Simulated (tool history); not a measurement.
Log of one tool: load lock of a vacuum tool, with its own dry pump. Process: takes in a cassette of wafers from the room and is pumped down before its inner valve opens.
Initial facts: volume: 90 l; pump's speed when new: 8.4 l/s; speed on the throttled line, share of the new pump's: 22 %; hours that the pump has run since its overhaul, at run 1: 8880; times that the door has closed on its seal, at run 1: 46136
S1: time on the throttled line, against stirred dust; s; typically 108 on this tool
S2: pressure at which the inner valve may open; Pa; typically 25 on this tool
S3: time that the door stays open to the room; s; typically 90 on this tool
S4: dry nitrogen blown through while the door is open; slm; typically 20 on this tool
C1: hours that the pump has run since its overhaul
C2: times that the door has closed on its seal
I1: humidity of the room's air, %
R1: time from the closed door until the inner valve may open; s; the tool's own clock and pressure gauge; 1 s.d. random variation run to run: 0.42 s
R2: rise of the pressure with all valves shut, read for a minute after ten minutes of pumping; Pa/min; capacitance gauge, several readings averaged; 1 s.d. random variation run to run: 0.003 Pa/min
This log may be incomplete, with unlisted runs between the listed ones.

Run 1, hour 0: usual settings; C1 8880; C2 46136; I1 40.8. Result: R1 179.7 s, R2 0.252 Pa/min.
Run 2, hour 379: usual settings; C1 9259; C2 47432; I1 48.3. Result: R1 181.2 s, R2 0.277 Pa/min.
At hour 716.8: dry pump taken out, an overhauled one fitted.
Run 3, hour 792.8: usual settings; C1 76; C2 48826; I1 44.9. Result: R1 173.8 s, R2 0.284 Pa/min.
Run 4, hour 1229.1: usual settings; C1 512; C2 50318; I1 43.8. Result: R1 174.5 s, R2 0.298 Pa/min.
Run 5, hour 1587.8: usual settings; C1 871; C2 51544; I1 47.8. Result: R1 175 s, R2 0.303 Pa/min.
Run 6, hour 1820.3: usual settings but S4 27 slm; C1 1103; C2 52339; I1 46. Result: R1 175.5 s, R2 0.3 Pa/min.
Run 7, hour 2363.8: usual settings but S4 27 slm; C1 1647; C2 54198; I1 47.1. Result: R1 176 s, R2 0.315 Pa/min.
Run 8, hour 2636: usual settings but S4 27 slm; C1 1919; C2 55128; I1 47.3. Result: R1 175.6 s, R2 0.33 Pa/min.
Run 9, hour 3109.5: usual settings but S4 27 slm; C1 2393; C2 56747; I1 45.9. Result: R1 175.5 s, R2 0.342 Pa/min.
Run 10, hour 3547.8: usual settings but S4 27 slm; C1 2831; C2 58246; I1 42.2. Result: R1 176.6 s, R2 0.335 Pa/min.
Run 11, hour 4051.3: usual settings but S3 175 s; C1 3334; C2 59967; I1 47.6. Result: R1 177.8 s, R2 0.395 Pa/min.
Run 12, hour 4567.9: usual settings but S3 175 s; C1 3851; C2 61734; I1 45.5. Result: R1 177.7 s, R2 0.417 Pa/min.
Run 13, hour 5091.3: usual settings but S3 175 s; C1 4375; C2 63523; I1 43.6. Result: R1 177.4 s, R2 0.421 Pa/min.
Run 14, hour 5387.2: usual settings but S1 100 s; C1 4670; C2 64535; I1 46.6. Result: R1 172.1 s, R2 0.405 Pa/min.
At hour 5522.2: door's seal changed, seat wiped.
Run 15, hour 5890.2: usual settings but S1 100 s; C1 5172; C2 1259; I1 40.3. Result: R1 173.2 s, R2 0.043 Pa/min.
Run 16, hour 6145.2: usual settings but S1 100 s; C1 5427; C2 2131; I1 44.6. Result: R1 173 s, R2 0.058 Pa/min.
Run 17, hour 6491.3: usual settings but S1 100 s; C1 5773; C2 3314; I1 44.2. Result: R1 174.2 s, R2 0.055 Pa/min.
Run 18, hour 7003.3: usual settings but S1 100 s; C1 6285; C2 5065; I1 45.9. Result: R1 174.1 s, R2 0.054 Pa/min.
Run 19, hour 7324.7: usual settings but S1 105 s, S2 42 Pa, S3 35 s, S4 16 slm; C1 6606; C2 6163; I1 43.1. Result: R1 171.6 s, R2 0.038 Pa/min.
Run 20, hour 7600.8: usual settings but S1 91 s, S2 42 Pa, S3 225 s, S4 29 slm; C1 6882; C2 7108; I1 46.8. Result: R1 160.8 s, R2 0.094 Pa/min.
Run 21, hour 7835.9: usual settings but S1 201 s; C1 7118; C2 7911; I1 45.6. Result: R1 251.4 s, R2 0.072 Pa/min.
Run 22, hour 8391.6: usual settings but S3 66 s; C1 7673; C2 9812; I1 43.8. Result: R1 181 s, R2 0.064 Pa/min.
Run 23, hour 8648.6: usual settings but S1 200 s; C1 7930; C2 10690; I1 46.7. Result: R1 250.5 s, R2 0.077 Pa/min.
Run 24, hour 8931: usual settings but S1 150 s, S2 38 Pa, S3 47 s; C1 8213; C2 11656; I1 45.1. Result: R1 208.5 s, R2 0.063 Pa/min.
Run 25, hour 9344: usual settings but S1 150 s, S2 38 Pa, S3 47 s; C1 8626; C2 13068; I1 44.5. Result: R1 207.9 s, R2 0.065 Pa/min.
Run 26, hour 9753: usual settings but S1 144 s, S2 22 Pa, S4 41 slm; C1 9035; C2 14466; I1 49.2. Result: R1 211.7 s, R2 0.079 Pa/min.
Run 27, hour 10124.7: usual settings but S1 144 s, S2 22 Pa, S3 66 s, S4 8 slm; C1 9406; C2 15737; I1 46.6. Result: R1 211.3 s, R2 0.098 Pa/min.
At hour 10304.2: dry pump taken out, an overhauled one fitted.
Run 28, hour 10492: usual settings but S1 96 s, S2 22 Pa, S3 138 s, S4 8 slm; C1 188; C2 16972; I1 43. Result: R1 165.7 s, R2 0.129 Pa/min.
Run 29, hour 10892.8: usual settings but S1 110 s, S2 22 Pa, S3 142 s, S4 8 slm; C1 589; C2 18343; I1 45. Result: R1 177.2 s, R2 0.136 Pa/min.
Run 30, hour 11161.3: usual settings but S4 12 slm; C1 857; C2 19261; I1 44.5. Result: R1 174.8 s, R2 0.11 Pa/min.
Run 31, hour 11699.4: usual settings but S1 130 s, S2 46 Pa, S4 6 slm; C1 1395; C2 21101; I1 45.6. Result: R1 184.6 s, R2 0.126 Pa/min.
Run 32, hour 12044.8: usual settings but S1 130 s, S2 46 Pa, S4 6 slm; C1 1741; C2 22282; I1 42.2. Result: R1 185.6 s, R2 0.13 Pa/min.
Run 33, hour 12413.4: usual settings but S2 39 Pa, S3 43 s; C1 2109; C2 23542; I1 46.7. Result: R1 170.6 s, R2 0.107 Pa/min.
Run 34, hour 12911.5: usual settings but S2 39 Pa, S3 43 s; C1 2607; C2 25245; I1 44. Result: R1 170.9 s, R2 0.112 Pa/min.

Run 35 has not been measured yet. What should we expect?
Run 35, hour 13289.7: usual settings but S2 40 Pa, S3 47 s; C1 2986; C2 26539; I1 42.2. Result: R1 ?, R2 ?.

Run 35 measured R1 169.8 s, R2 0.12 Pa/min.
Without the tool's hidden state the same run would have given R1 167 s, R2 0.037 Pa/min.
